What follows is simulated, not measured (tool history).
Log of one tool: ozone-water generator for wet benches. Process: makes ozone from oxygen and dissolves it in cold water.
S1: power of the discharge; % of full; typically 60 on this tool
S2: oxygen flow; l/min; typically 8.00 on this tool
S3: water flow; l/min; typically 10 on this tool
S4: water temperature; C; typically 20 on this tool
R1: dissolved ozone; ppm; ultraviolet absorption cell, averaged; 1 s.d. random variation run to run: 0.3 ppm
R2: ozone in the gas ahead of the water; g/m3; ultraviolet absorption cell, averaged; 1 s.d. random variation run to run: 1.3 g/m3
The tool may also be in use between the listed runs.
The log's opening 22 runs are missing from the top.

{"run": 23, "day": 18.35, "S1": 59, "S2": 11.0, "S3": 8, "S4": 22, "R1": 44.3, "R2": 206.7}
{"run": 24, "day": 19.717, "S1": 60, "S2": 13.74, "S3": 12, "S4": 20, "R1": 37.5, "R2": 189.8}
{"run": 25, "day": 20.675, "S1": 88, "S2": 13.74, "S3": 12, "S4": 20, "R1": 50.3, "R2": 252.3}
{"day": 21.271, "done": "gauge calibrated"}
{"run": 26, "day": 21.4, "S1": 88, "S2": 13.74, "S3": 12, "S4": 22, "R1": 48.1, "R2": 257.1}
{"run": 27, "day": 22.196, "S1": 47, "S2": 8.0, "S3": 10, "S4": 20, "R1": 38.7, "R2": 204.2}
{"run": 28, "day": 22.812, "S1": 60, "S2": 5.19, "S3": 8, "S4": 20, "R1": 56.1, "R2": 299.6}
{"run": 29, "day": 23.442, "S1": 60, "S2": 5.19, "S3": 8, "S4": 20, "R1": 55.6, "R2": 297.1}
{"run": 30, "day": 24.233, "S1": 47, "S2": 8.0, "S3": 8, "S4": 14, "R1": 50.0, "R2": 202.6}
{"run": 31, "day": 25.4, "S1": 47, "S2": 8.0, "S3": 8, "S4": 14, "R1": 49.5, "R2": 201.3}
{"run": 32, "day": 26.029, "S1": 57, "S2": 11.26, "S3": 14, "S4": 24, "R1": 31.1, "R2": 202.6}

Branching from run 32: 4 alternative next runs. What would each branch give?
{"run": "A", "day": 27.229, "S1": 60, "S2": 8.0, "S3": 11, "S4": 19, "R1": "?", "R2": "?"}
{"run": "B", "day": 27.229, "S1": 49, "S2": 8.0, "S3": 15, "S4": 20, "R1": "?", "R2": "?"}
{"run": "C", "day": 27.229, "S1": 54, "S2": 9.3, "S3": 14, "S4": 24, "R1": "?", "R2": "?"}
{"run": "D", "day": 27.229, "S1": 46, "S2": 8.0, "S3": 10, "S4": 20, "R1": "?", "R2": "?"}

run=A R1=45.1 R2=243.0
run=B R1=30.6 R2=210.2
run=C R1=31.3 R2=210.6
run=D R1=38.0 R2=198.5
Take away the tool's hidden state, keep each run's random variation, and the runs would have read:
run=A R1=45.1 R2=245.3
run=B R1=30.6 R2=212.1
run=C R1=31.3 R2=212.6
run=D R1=38.0 R2=200.3
